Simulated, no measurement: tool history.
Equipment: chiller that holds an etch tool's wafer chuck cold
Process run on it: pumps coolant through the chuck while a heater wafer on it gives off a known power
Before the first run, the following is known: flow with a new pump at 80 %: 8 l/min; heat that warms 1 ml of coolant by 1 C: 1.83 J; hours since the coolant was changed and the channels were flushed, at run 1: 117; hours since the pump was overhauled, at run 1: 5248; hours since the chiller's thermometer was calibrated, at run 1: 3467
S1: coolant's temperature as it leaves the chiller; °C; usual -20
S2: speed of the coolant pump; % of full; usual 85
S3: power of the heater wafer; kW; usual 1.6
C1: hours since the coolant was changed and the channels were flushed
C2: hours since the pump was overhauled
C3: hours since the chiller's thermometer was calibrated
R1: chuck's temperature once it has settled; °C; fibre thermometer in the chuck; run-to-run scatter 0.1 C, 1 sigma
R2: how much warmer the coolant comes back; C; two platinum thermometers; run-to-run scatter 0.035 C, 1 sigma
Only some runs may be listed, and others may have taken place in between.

run 1 day=0 | S1=-20 S2=85 S3=1.6 | C1=117 C2=5248 C3=3467 | R1=-2.3 R2=6.58
-- day=0.388 chiller's thermometer calibrated
run 2 day=6.875 | S1=-29 S2=85 S3=1.6 | C1=281 C2=5412 C3=156 | R1=-11.7 R2=6.63
run 3 day=10.271 | S1=-20 S2=85 S3=0.928 | C1=362 C2=5493 C3=237 | R1=-9.8 R2=3.81
run 4 day=15.696 | S1=-20 S2=85 S3=0.928 | C1=492 C2=5624 C3=367 | R1=-9.7 R2=3.82
run 5 day=20.775 | S1=-20 S2=85 S3=0.928 | C1=614 C2=5745 C3=489 | R1=-9.8 R2=3.83
run 6 day=23.75 | S1=-20 S2=85 S3=1.6 | C1=686 C2=5817 C3=561 | R1=-2.3 R2=6.57
run 7 day=30.65 | S1=-16 S2=85 S3=1.6 | C1=851 C2=5982 C3=726 | R1=1.9 R2=6.67
run 8 day=36.696 | S1=-14 S2=85 S3=1.6 | C1=996 C2=6128 C3=871 | R1=3.8 R2=6.63
run 9 day=40.679 | S1=-24 S2=85 S3=1.6 | C1=1092 C2=6223 C3=967 | R1=-6 R2=6.68
run 10 day=47.6 | S1=-20 S2=85 S3=1.6 | C1=1258 C2=6389 C3=1133 | R1=-2.1 R2=6.66
run 11 day=54.2 | S1=-14 S2=85 S3=1.6 | C1=1417 C2=6548 C3=1291 | R1=4 R2=6.63
run 12 day=61.025 | S1=-14 S2=85 S3=1.6 | C1=1580 C2=6711 C3=1455 | R1=4.2 R2=6.69
run 13 day=67.775 | S1=-14 S2=85 S3=1.6 | C1=1742 C2=6873 C3=1617 | R1=4.5 R2=6.74
run 14 day=74.671 | S1=-29 S2=67 S3=0.836 | C1=1908 C2=7039 C3=1783 | R1=-17.4 R2=4.5
run 15 day=77.675 | S1=-20 S2=90 S3=0.904 | C1=1980 C2=7111 C3=1855 | R1=-9.8 R2=3.59
run 16 day=83.388 | S1=-22 S2=90 S3=1.275 | C1=2117 C2=7248 C3=1992 | R1=-7.8 R2=5.09
run 17 day=89.592 | S1=-20 S2=98 S3=1.6 | C1=2266 C2=7397 C3=2141 | R1=-3.2 R2=5.81
run 18 day=94.2 | S1=-20 S2=65 S3=1.6 | C1=2376 C2=7508 C3=2251 | R1=2.9 R2=9.05
run 19 day=98.033 | S1=-20 S2=65 S3=1.6 | C1=2469 C2=7600 C3=2344 | R1=3.1 R2=9.07
run 20 day=102.55 | S1=-20 S2=65 S3=1.6 | C1=2577 C2=7708 C3=2452 | R1=3.1 R2=9.09
run 21 day=106.454 | S1=-20 S2=65 S3=1.6 | C1=2671 C2=7802 C3=2546 | R1=3.1 R2=9.1

Predict the results of run 22:
run 22 day=109.596 | S1=-20 S2=65 S3=1.6 | C1=2746 C2=7877 C3=2621 | R1=? R2=?

Run 22 yielded R1 3 °C, R2 9.1 C.
Without the tool's hidden state the same run would have given R1 -0.4 °C, R2 8.23 C.
